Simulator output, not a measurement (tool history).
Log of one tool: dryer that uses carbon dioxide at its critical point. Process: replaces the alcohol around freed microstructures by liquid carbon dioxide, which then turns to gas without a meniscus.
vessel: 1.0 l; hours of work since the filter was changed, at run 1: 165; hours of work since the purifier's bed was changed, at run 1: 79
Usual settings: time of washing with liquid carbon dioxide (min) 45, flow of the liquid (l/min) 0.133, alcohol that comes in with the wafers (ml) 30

run	day	time of washing with liquid carbon dioxide (min)	flow of the liquid (l/min)	alcohol that comes in with the wafers (ml)	hours of work since the filter was changed	hours of work since the purifier's bed was changed	alcohol left in the vessel before it's heated (ppm by volume)
1	0.000	45	0.133	30	165	79	250
2	1.642	45	0.133	30	182	96	263
3	3.079	45	0.133	30	196	111	275
4	4.954	45	0.133	30	216	130	284
5	7.446	55	0.133	30	242	156	115
6	9.421	45	0.133	30	262	177	294
7	11.046	45	0.133	30	279	193	293
8	13.900	45	0.133	30	309	223	308
9	16.788	45	0.133	30	339	253	310
10	19.467	45	0.133	30	366	281	326
11	21.571	42	0.133	30	388	303	451
12	24.221	45	0.133	30	416	330	374
13	25.462	45	0.133	30	428	343	370
14	27.692	45	0.133	30	452	366	367
15	29.771	45	0.133	30	473	388	376
16	32.692	35	0.133	30	503	418	1008
# day 32.967: inlet filter changed
17	35.738	45	0.133	30	29	449	246
18	38.592	45	0.133	28	58	479	244
19	40.196	45	0.162	30	75	495	121
20	41.600	45	0.133	30	89	510	274
21	44.442	45	0.133	30	119	539	287
22	46.567	45	0.133	30	141	561	287
23	48.217	45	0.133	30	158	578	288
24	50.692	45	0.106	30	184	604	733
25	53.042	40	0.129	30	208	628	566
26	55.112	40	0.129	30	230	650	571
27	56.950	40	0.129	30	249	669	594
28	59.000	30	0.127	32	270	690	1730
29	61.788	33	0.154	25	299	719	535
30	64.650	32	0.141	24	328	749	808
31	66.717	66	0.224	24	350	770	60
32	68.138	32	0.167	88	364	785	1527
33	69.396	30	0.133	30	378	798	1559
34	71.392	30	0.199	58	398	818	705
35	74.254	68	0.134	22	428	848	85
36	75.612	49	0.133	82	442	862	714
37	78.475	43	0.082	82	472	892	6187
38	80.479	43	0.082	82	492	913	6513
# day 81.879: inlet filter changed
39	82.817	42	0.123	102	10	936	1486
40	85.304	37	0.084	29	35	962	2350
41	87.571	37	0.084	29	59	986	2346
42	89.354	37	0.084	29	77	1004	2394
43	90.642	45	0.091	57	91	1018	2149
44	92.142	29	0.085	35	106	1033	5016
45	93.908	39	0.189	30	125	1051	153
46	95.162	39	0.189	30	138	1064	157
# day 96.975: purifier's bed changed
47	97.896	39	0.189	30	165	10	84

Hidden state or all else? Some run-to-run changes of alcohol left in the vessel before it's heated (ppm by volume), split into what the settings, what came in and random variation would give without the hidden state, and what is left for the hidden state (with any gauge scatter that isn't in both results):
The hidden state here: flow that reaches the vessel past the clogged filter, %; alcohol in the recycled carbon dioxide, ppm; drift of the gauge itself on alcohol_ppm, %.
Run 31 -> 32: time of washing with liquid carbon dioxide (min) 66 -> 32, flow of the liquid (l/min) 0.224 -> 0.167, alcohol that comes in with the wafers (ml) 24 -> 88. alcohol left in the vessel before it's heated (ppm by volume) +1467: hidden state +459, all else +1008.
Run 36 -> 37: time of washing with liquid carbon dioxide (min) 49 -> 43, flow of the liquid (l/min) 0.133 -> 0.082. alcohol left in the vessel before it's heated (ppm by volume) +5473: hidden state +1388, all else +4085.
Run 38 -> 39: time of washing with liquid carbon dioxide (min) 43 -> 42, flow of the liquid (l/min) 0.082 -> 0.123, alcohol that comes in with the wafers (ml) 82 -> 102, inlet filter changed. alcohol left in the vessel before it's heated (ppm by volume) -5027: hidden state -1799, all else -3228.
Run 44 -> 45: time of washing with liquid carbon dioxide (min) 29 -> 39, flow of the liquid (l/min) 0.085 -> 0.189, alcohol that comes in with the wafers (ml) 35 -> 30. alcohol left in the vessel before it's heated (ppm by volume) -4863: hidden state -227, all else -4636.

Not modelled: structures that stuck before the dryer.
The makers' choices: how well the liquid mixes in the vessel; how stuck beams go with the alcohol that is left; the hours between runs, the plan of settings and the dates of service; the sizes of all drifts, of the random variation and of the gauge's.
